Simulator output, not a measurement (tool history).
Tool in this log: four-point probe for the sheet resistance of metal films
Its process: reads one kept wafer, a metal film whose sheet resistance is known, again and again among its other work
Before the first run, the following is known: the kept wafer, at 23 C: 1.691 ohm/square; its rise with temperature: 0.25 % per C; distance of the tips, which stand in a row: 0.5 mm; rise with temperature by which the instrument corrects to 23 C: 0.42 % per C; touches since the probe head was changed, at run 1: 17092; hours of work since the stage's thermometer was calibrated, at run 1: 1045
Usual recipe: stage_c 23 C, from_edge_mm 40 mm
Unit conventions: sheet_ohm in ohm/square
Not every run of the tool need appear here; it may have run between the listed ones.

run,hour,stage_c,from_edge_mm,touches since the probe head was changed,hours of work since the stage's thermometer was calibrated,sheet_ohm
1,0.0,23,40,17092,1045,1.691604
2,63.0,23,71,18521,1082,1.691171
3,132.7,23,40,20102,1123,1.691419
4,198.3,23,54,21592,1161,1.690977
5,251.7,23,21,22803,1193,1.691255
6,362.2,23,9,25310,1257,1.693438
7,479.6,23,29,27974,1326,1.690932
8,573.6,23,29,30105,1382,1.690784
9,657.7,23,40,32015,1431,1.690891
10,773.9,23,40,34650,1499,1.691406
11,835.3,23,40,36045,1536,1.691033
12,911.3,29,40,37769,1580,1.675067
13,999.0,29,40,39758,1632,1.674495
14,1082.6,29,40,41654,1681,1.674939
15,1139.3,23,40,42942,1714,1.691147
16,1200.8,23,40,44336,1750,1.691028
# hour 1282.2: stage's thermometer calibrated
17,1318.5,23,40,46996,21,1.691303
18,1420.7,23,4,49314,81,1.704709
19,1491.6,23,4,50921,123,1.705268
20,1604.2,32,9,53476,189,1.669215
21,1722.2,21,41,56155,259,1.696475
22,1838.3,21,41,58789,327,1.696461
23,1939.3,32,53,61080,386,1.666496
24,2019.8,21,19,62906,434,1.697448
25,2094.5,21,19,64600,477,1.697349
26,2156.2,24,3,66001,514,1.713500
27,2232.6,29,37,67735,559,1.675056
28,2313.1,18,62,69561,606,1.705031
29,2372.7,18,62,70913,641,1.704806
30,2458.3,21,9,72854,691,1.699404
31,2527.2,21,9,74417,732,1.699457
32,2601.3,21,11,76098,775,1.697914
33,2685.4,30,11,78007,825,1.674411
34,2771.7,22,32,79965,876,1.693811
# hour 2797.0: new probe head fitted
35,2888.3,22,32,2072,943,1.694853
36,2983.3,23,35,4227,999,1.691254
37,3089.3,20,32,6633,1062,1.699816

4 options for the next run, each taken on its own from the tool as it stands now. Forecast them:
A,3138.5,31,58,7749,1091,?
B,3138.5,19,5,7749,1091,?
C,3138.5,20,9,7749,1091,?
D,3138.5,20,40,7749,1091,?

run,sheet_ohm
A,1.669455
B,1.712125
C,1.702218
D,1.699888
What these runs would have given with no unlogged condition in the tool:
run,sheet_ohm
A,1.669357
B,1.712025
C,1.702119
D,1.699789
